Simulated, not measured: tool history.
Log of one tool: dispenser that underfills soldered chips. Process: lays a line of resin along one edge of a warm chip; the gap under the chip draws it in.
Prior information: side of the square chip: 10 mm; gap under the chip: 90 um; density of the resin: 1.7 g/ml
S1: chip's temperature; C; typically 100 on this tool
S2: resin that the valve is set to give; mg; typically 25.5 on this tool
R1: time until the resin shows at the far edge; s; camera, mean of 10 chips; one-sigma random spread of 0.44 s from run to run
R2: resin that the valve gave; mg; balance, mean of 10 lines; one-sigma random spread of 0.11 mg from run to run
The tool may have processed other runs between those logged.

run,hour,S1,S2,R1,R2
1,0.0,100,25.5,47.7,24.74
# hour 1.0: new syringe of resin
2,7.9,100,25.5,41.4,24.73
# hour 12.4: new syringe of resin
3,12.4,100,25.5,31.0,24.73
4,16.7,100,25.5,36.5,24.56
5,20.7,100,25.5,43.1,24.73
# hour 24.4: new syringe of resin
6,25.3,100,25.5,32.1,24.55
7,30.6,99,25.9,40.6,25.03
# hour 35.8: new syringe of resin
8,38.3,99,25.9,35.7,24.85
9,44.7,108,30.6,33.5,29.55
# hour 47.3: new syringe of resin
10,51.2,99,26.6,38.0,25.46
11,54.8,99,26.6,43.7,25.28

Below are 4 alternative next runs, each starting from the tool's condition after run 11. Predict each:
# hour 58.7: new syringe of resin
A,63.5,101,23.5,?,?
# hour 58.7: new syringe of resin
B,63.5,92,27.3,?,?
# hour 58.7: new syringe of resin
C,63.5,90,28.6,?,?
# hour 58.7: new syringe of resin
D,63.5,100,22.5,?,?

run,R1,R2
A,37.1,22.43
B,50.5,26.06
C,53.4,27.30
D,38.6,21.61
Without the tool's hidden state the same runs would have given:
run,R1,R2
A,30.8,23.50
B,42.1,27.30
C,44.5,28.59
D,31.9,22.63
